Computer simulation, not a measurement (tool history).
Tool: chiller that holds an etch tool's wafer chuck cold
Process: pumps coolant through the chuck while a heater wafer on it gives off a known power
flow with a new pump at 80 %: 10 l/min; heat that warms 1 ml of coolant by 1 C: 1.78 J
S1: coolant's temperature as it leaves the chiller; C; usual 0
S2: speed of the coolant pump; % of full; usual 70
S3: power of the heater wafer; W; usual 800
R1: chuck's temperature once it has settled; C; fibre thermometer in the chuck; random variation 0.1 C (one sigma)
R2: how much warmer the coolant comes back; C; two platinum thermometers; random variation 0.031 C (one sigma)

Run 1, hour 0: usual settings. Result: R1 7.9 C, R2 3.64 C.
At hour 112.4: coolant changed, channels flushed.
Run 2, hour 169.6: usual settings. Result: R1 6.7 C, R2 3.63 C.
Run 3, hour 290.4: usual settings but S2 78 % of full. Result: R1 6.1 C, R2 3.29 C.
At hour 467.6: coolant pump overhauled.
Run 4, hour 477.8: usual settings but S2 78 % of full. Result: R1 5.5 C, R2 2.75 C.
Run 5, hour 565.9: usual settings but S2 78 % of full. Result: R1 5.7 C, R2 2.8 C.
Run 6, hour 666.8: usual settings but S1 -6 C. Result: R1 -0.1 C, R2 3.18 C.
Run 7, hour 850.3: usual settings. Result: R1 6.2 C, R2 3.19 C.
Run 8, hour 934: usual settings. Result: R1 6 C, R2 3.18 C.
Run 9, hour 1070.8: usual settings. Result: R1 6.2 C, R2 3.19 C.
Run 10, hour 1188.6: usual settings. Result: R1 6.1 C, R2 3.19 C.
Run 11, hour 1342.8: usual settings. Result: R1 6.3 C, R2 3.2 C.
Run 12, hour 1482: usual settings. Result: R1 6.5 C, R2 3.17 C.
Run 13, hour 1669.3: usual settings but S2 65 % of full. Result: R1 7 C, R2 3.57 C.
Run 14, hour 1860.5: usual settings but S3 825 W. Result: R1 6.7 C, R2 3.42 C.
Run 15, hour 1952.4: usual settings but S2 77 % of full. Result: R1 6.1 C, R2 2.94 C.
Run 16, hour 2134: usual settings but S1 -3 C, S2 79 % of full, S3 847 W. Result: R1 3.5 C, R2 3.03 C.
Run 17, hour 2324.9: usual settings but S1 4 C, S2 100 % of full, S3 1027 W. Result: R1 10.6 C, R2 2.98 C.
At hour 2442.7: chiller's thermometer calibrated.
Run 18, hour 2518.3: usual settings but S1 -6 C, S3 737 W. Result: R1 0.6 C, R2 3.11 C.
Run 19, hour 2613.9: usual settings but S2 85 % of full. Result: R1 6.3 C, R2 2.72 C.
Run 20, hour 2718.1: usual settings but S1 -8 C, S3 858 W. Result: R1 0 C, R2 3.61 C.
Run 21, hour 2894.9: usual settings but S1 2 C, S2 99 % of full, S3 812 W. Result: R1 7.6 C, R2 2.35 C.
Run 22, hour 3056.7: usual settings but S1 4 C, S2 82 % of full, S3 426 W. Result: R1 7.4 C, R2 1.56 C.
At hour 3197.8: coolant changed, channels flushed.
Run 23, hour 3239.1: usual settings but S1 4 C, S2 82 % of full, S3 426 W. Result: R1 7 C, R2 1.58 C.
Run 24, hour 3411.9: usual settings but S1 -1 C, S2 68 % of full, S3 683 W. Result: R1 4.6 C, R2 3.02 C.
Run 25, hour 3534.2: usual settings but S1 -3 C, S2 72 % of full, S3 427 W. Result: R1 0.3 C, R2 1.81 C.
Run 26, hour 3639.8: usual settings but S1 -3 C, S2 72 % of full, S3 427 W. Result: R1 0.5 C, R2 1.8 C.
Run 27, hour 3792.7: usual settings but S1 -3 C, S2 72 % of full, S3 427 W. Result: R1 0.4 C, R2 1.74 C.

Forecast run 28:
Run 28, hour 3885.1: usual settings but S1 2 C, S2 72 % of full, S3 426 W. Result: R1 ?, R2 ?.

R1: 5.5 C
R2: 1.82 C
Without the tool's hidden state the same run would have given R1 5.2 C, R2 1.62 C.

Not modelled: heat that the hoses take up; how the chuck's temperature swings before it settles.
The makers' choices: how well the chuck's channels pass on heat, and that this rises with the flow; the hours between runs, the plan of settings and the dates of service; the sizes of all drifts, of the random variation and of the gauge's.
